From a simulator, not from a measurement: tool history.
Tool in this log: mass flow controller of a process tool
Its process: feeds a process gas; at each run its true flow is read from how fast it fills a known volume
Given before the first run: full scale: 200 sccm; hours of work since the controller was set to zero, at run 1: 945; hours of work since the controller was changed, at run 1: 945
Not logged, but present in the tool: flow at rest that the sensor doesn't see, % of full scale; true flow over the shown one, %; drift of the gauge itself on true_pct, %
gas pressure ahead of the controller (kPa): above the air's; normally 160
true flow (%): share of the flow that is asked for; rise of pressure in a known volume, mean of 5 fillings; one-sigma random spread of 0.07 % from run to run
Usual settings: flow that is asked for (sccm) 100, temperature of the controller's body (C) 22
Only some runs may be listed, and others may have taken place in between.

run,hour,flow that is asked for (sccm),gas pressure ahead of the controller (kPa),temperature of the controller's body (C),hours of work since the controller was set to zero,hours of work since the controller was changed,true flow (%)
1,0,100,160,22,945,945,98.66
2,87.4,100,160,22,972,972,98.64
3,154,100,160,22,993,993,98.62
4,230.1,23,160,22,1016,1016,97.93
5,311.7,23,160,22,1041,1041,97.95
6,375.8,23,160,22,1061,1061,98.05
7,422.3,100,160,22,1075,1075,98.57
8,473.1,100,242,22,1091,1091,99.04
9,534.7,100,242,22,1110,1110,98.97
10,582.7,100,242,22,1125,1125,99.04
11,643,100,242,22,1143,1143,98.98
12,712.8,100,242,22,1165,1165,99.08
13,757.8,100,242,22,1178,1178,99.09
14,798.1,100,242,22,1191,1191,99.02
15,867.8,100,160,31,1212,1212,99.66
16,952.2,100,160,31,1238,1238,99.77
17,1003,100,160,22,1254,1254,98.64
18,1074.6,100,160,27,1276,1276,99.25
19,1143.7,100,160,27,1297,1297,99.23
20,1206.2,100,160,27,1316,1316,99.27
21,1248.3,100,160,24,1329,1329,98.87
22,1330.1,100,160,24,1354,1354,98.88
23,1414.2,28,162,22,1380,1380,98.1
24,1482.2,100,180,27,1401,1401,99.22
25,1530.7,100,230,22,1416,1416,98.99
26,1572,100,230,22,1429,1429,99
27,1616.1,100,230,40,1442,1442,101.2
28,1671.8,28,189,22,1459,1459,98.15
29,1746,26,231,21,1482,1482,98.11
30,1833.2,38,196,22,1509,1509,98.25
31,1915.6,45,200,22,1534,1534,98.34
32,1961.8,27,174,25,1549,1549,98.43
33,2024.4,100,185,34,1568,1568,100.17
34,2078.3,23,160,26,1584,1584,98.31
35,2126.5,169,180,29,1599,1599,100.1
36,2202,100,171,39,1623,1623,100.7
37,2252.5,20,193,38,1638,1638,100.01
38,2332,20,193,38,1662,1662,99.88
39,2403.8,32,190,31,1685,1685,99.33
40,2487.5,32,190,31,1710,1710,99.24
41,2523.6,100,177,22,1721,1721,98.59

Alternative continuations, all from the tool just after run 41; predict every row:
A,2598,46,171,39,1744,1744,?
B,2598,100,160,35,1744,1744,?
C,2598,68,157,35,1744,1744,?
D,2598,100,263,22,1744,1744,?

run,true flow (%)
A,100.1
B,100.06
C,99.88
D,99.2
Had the tool no hidden state, the same runs would have come out as:
run,true flow (%)
A,100.11
B,100.07
C,99.89
D,99.21
